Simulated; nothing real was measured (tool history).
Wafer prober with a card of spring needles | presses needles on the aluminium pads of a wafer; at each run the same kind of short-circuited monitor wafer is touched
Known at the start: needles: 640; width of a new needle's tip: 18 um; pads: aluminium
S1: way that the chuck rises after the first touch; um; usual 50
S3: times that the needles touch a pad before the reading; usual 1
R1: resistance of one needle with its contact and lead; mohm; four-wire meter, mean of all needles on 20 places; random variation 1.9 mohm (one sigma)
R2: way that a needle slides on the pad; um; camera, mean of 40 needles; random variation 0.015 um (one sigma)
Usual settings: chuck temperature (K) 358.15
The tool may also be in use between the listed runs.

Run 1, hour 0.0: usual settings. Result: R1 209 mohm, R2 8.77 um.
At hour 14.0: tips cleaned on abrasive film.
At hour 28.5: tips cleaned on abrasive film.
Run 2, hour 37.6: usual settings but S1 33 um. Result: R1 224 mohm, R2 5.78 um.
At hour 43.8: tips cleaned on abrasive film.
At hour 44.1: height of the first contact set anew.
At hour 59.1: tips cleaned on abrasive film.
Run 3, hour 69.2: usual settings but S1 33 um, S3 2. Result: R1 222 mohm, R2 5.78 um.
At hour 72.5: tips cleaned on abrasive film.
At hour 86.2: tips cleaned on abrasive film.
Run 4, hour 88.8: usual settings but S1 33 um, S3 2. Result: R1 222 mohm, R2 5.83 um.
At hour 102.2: tips cleaned on abrasive film.
At hour 115.8: tips cleaned on abrasive film.
At hour 129.9: tips cleaned on abrasive film.
Run 5, hour 133.4: usual settings. Result: R1 209 mohm, R2 8.79 um.
At hour 143.9: tips cleaned on abrasive film.
At hour 158.3: tips cleaned on abrasive film.
At hour 171.6: tips cleaned on abrasive film.
Run 6, hour 171.6: usual settings. Result: R1 211 mohm, R2 8.78 um.
At hour 185.2: tips cleaned on abrasive film.
Run 7, hour 193.5: usual settings. Result: R1 208 mohm, R2 8.77 um.
At hour 200.9: tips cleaned on abrasive film.
At hour 214.0: tips cleaned on abrasive film.
At hour 229.5: tips cleaned on abrasive film.
Run 8, hour 236.3: usual settings but S3 2. Result: R1 206 mohm, R2 8.77 um.
At hour 245.4: tips cleaned on abrasive film.
At hour 257.7: height of the first contact set anew.
At hour 260.9: tips cleaned on abrasive film.
At hour 275.8: tips cleaned on abrasive film.
Run 9, hour 280.6: usual settings but S1 56 um, chuck temperature (K) 306.15. Result: R1 194 mohm, R2 9.84 um.
At hour 290.4: tips cleaned on abrasive film.
At hour 304.7: tips cleaned on abrasive film.
At hour 319.5: tips cleaned on abrasive film.
Run 10, hour 319.5: usual settings but S1 62 um, chuck temperature (K) 298.15, S3 2. Result: R1 188 mohm, R2 10.91 um.
At hour 334.7: tips cleaned on abrasive film.
At hour 348.5: tips cleaned on abrasive film.
Run 11, hour 348.5: usual settings but chuck temperature (K) 347.15. Result: R1 204 mohm, R2 8.78 um.
At hour 361.6: tips cleaned on abrasive film.
Run 12, hour 373.1: usual settings but chuck temperature (K) 347.15. Result: R1 204 mohm, R2 8.82 um.
At hour 376.0: tips cleaned on abrasive film.
At hour 390.2: tips cleaned on abrasive film.
Run 13, hour 400.4: usual settings but chuck temperature (K) 347.15. Result: R1 205 mohm, R2 8.81 um.
At hour 404.7: tips cleaned on abrasive film.
At hour 417.9: tips cleaned on abrasive film.
At hour 431.5: tips cleaned on abrasive film.
Run 14, hour 434.2: usual settings but S1 61 um, chuck temperature (K) 347.15. Result: R1 201 mohm, R2 10.79 um.
At hour 445.3: tips cleaned on abrasive film.
At hour 460.4: tips cleaned on abrasive film.
Run 15, hour 461.8: usual settings but S1 31 um, chuck temperature (K) 347.15, S3 2. Result: R1 223 mohm, R2 5.46 um.

Hidden state or all else? Some run-to-run changes of R2, split into what the settings, what came in and random variation would give without the hidden state, and what is left for the hidden state (with any gauge scatter that isn't in both results):
The hidden state here: debris on the tips, nm; way that the needles fall short of the set height, um; tips' diameter, um; drift of the gauge itself on contact_mohm, %; drift of the gauge itself on scrub_um, %.
Run 14 -> 15: S1 61 -> 31, S3 1 -> 2, tips cleaned on abrasive film, tips cleaned on abrasive film. R2 -5.33 um: hidden state -0.03, all else -5.30.
